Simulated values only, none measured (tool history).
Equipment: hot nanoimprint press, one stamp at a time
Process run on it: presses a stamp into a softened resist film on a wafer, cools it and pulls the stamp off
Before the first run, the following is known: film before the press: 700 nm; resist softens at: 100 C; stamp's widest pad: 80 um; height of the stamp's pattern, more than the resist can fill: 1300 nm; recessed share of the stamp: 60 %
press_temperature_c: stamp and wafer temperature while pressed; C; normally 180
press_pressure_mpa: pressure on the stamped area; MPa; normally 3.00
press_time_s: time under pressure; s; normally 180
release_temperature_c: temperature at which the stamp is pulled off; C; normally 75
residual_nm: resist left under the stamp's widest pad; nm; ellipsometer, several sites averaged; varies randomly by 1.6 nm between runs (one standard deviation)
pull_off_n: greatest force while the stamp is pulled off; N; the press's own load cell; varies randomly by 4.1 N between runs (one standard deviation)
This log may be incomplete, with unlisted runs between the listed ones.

run 1 day=0.000 | press_temperature_c=180 press_pressure_mpa=3.00 press_time_s=180 release_temperature_c=75 | residual_nm=284.7 pull_off_n=214
run 2 day=0.379 | press_temperature_c=180 press_pressure_mpa=3.00 press_time_s=180 release_temperature_c=75 | residual_nm=285.4 pull_off_n=209
run 3 day=0.779 | press_temperature_c=180 press_pressure_mpa=3.00 press_time_s=180 release_temperature_c=75 | residual_nm=280.8 pull_off_n=211
run 4 day=1.033 | press_temperature_c=180 press_pressure_mpa=3.00 press_time_s=180 release_temperature_c=75 | residual_nm=284.4 pull_off_n=212
run 5 day=1.283 | press_temperature_c=180 press_pressure_mpa=3.00 press_time_s=110 release_temperature_c=75 | residual_nm=338.2 pull_off_n=205
run 6 day=1.571 | press_temperature_c=180 press_pressure_mpa=3.00 press_time_s=110 release_temperature_c=75 | residual_nm=342.2 pull_off_n=213
-- day=1.721 plate thermocouple calibrated
run 7 day=1.900 | press_temperature_c=180 press_pressure_mpa=3.00 press_time_s=180 release_temperature_c=75 | residual_nm=300.3 pull_off_n=214
run 8 day=2.246 | press_temperature_c=180 press_pressure_mpa=1.98 press_time_s=180 release_temperature_c=75 | residual_nm=355.2 pull_off_n=213
run 9 day=2.625 | press_temperature_c=180 press_pressure_mpa=3.00 press_time_s=180 release_temperature_c=63 | residual_nm=299.1 pull_off_n=249
run 10 day=3.021 | press_temperature_c=187 press_pressure_mpa=3.00 press_time_s=180 release_temperature_c=75 | residual_nm=223.4 pull_off_n=211
run 11 day=3.362 | press_temperature_c=180 press_pressure_mpa=3.00 press_time_s=180 release_temperature_c=76 | residual_nm=297.6 pull_off_n=211
run 12 day=3.708 | press_temperature_c=173 press_pressure_mpa=3.00 press_time_s=96 release_temperature_c=76 | residual_nm=476.3 pull_off_n=215
run 13 day=4.075 | press_temperature_c=187 press_pressure_mpa=2.37 press_time_s=230 release_temperature_c=79 | residual_nm=224.7 pull_off_n=209
run 14 day=4.383 | press_temperature_c=187 press_pressure_mpa=2.37 press_time_s=230 release_temperature_c=79 | residual_nm=222.9 pull_off_n=204
run 15 day=4.788 | press_temperature_c=182 press_pressure_mpa=1.99 press_time_s=230 release_temperature_c=75 | residual_nm=294.0 pull_off_n=223
run 16 day=5.050 | press_temperature_c=189 press_pressure_mpa=3.00 press_time_s=351 release_temperature_c=75 | residual_nm=150.7 pull_off_n=217
run 17 day=5.429 | press_temperature_c=189 press_pressure_mpa=3.00 press_time_s=351 release_temperature_c=75 | residual_nm=152.8 pull_off_n=231
run 18 day=5.700 | press_temperature_c=189 press_pressure_mpa=3.00 press_time_s=229 release_temperature_c=83 | residual_nm=183.6 pull_off_n=190
run 19 day=5.917 | press_temperature_c=189 press_pressure_mpa=3.00 press_time_s=295 release_temperature_c=64 | residual_nm=164.0 pull_off_n=256
run 20 day=6.104 | press_temperature_c=189 press_pressure_mpa=3.00 press_time_s=295 release_temperature_c=64 | residual_nm=164.7 pull_off_n=249

What if the next run were any one of these 4? Each begins from the tool's condition after run 20:
run A day=6.438 | press_temperature_c=183 press_pressure_mpa=3.00 press_time_s=132 release_temperature_c=80 | residual_nm=? pull_off_n=?
run B day=6.438 | press_temperature_c=180 press_pressure_mpa=3.00 press_time_s=245 release_temperature_c=80 | residual_nm=? pull_off_n=?
run C day=6.438 | press_temperature_c=189 press_pressure_mpa=3.41 press_time_s=131 release_temperature_c=79 | residual_nm=? pull_off_n=?
run D day=6.438 | press_temperature_c=184 press_pressure_mpa=2.05 press_time_s=180 release_temperature_c=80 | residual_nm=? pull_off_n=?

run=A residual_nm=296.6 pull_off_n=203
run=B residual_nm=260.7 pull_off_n=202
run=C residual_nm=223.8 pull_off_n=215
run=D residual_nm=295.1 pull_off_n=198
Stripped of hidden state, with their random variation kept, the same runs would have yielded:
run=A residual_nm=294.2 pull_off_n=184
run=B residual_nm=258.4 pull_off_n=183
run=C residual_nm=221.5 pull_off_n=195
run=D residual_nm=293.4 pull_off_n=180
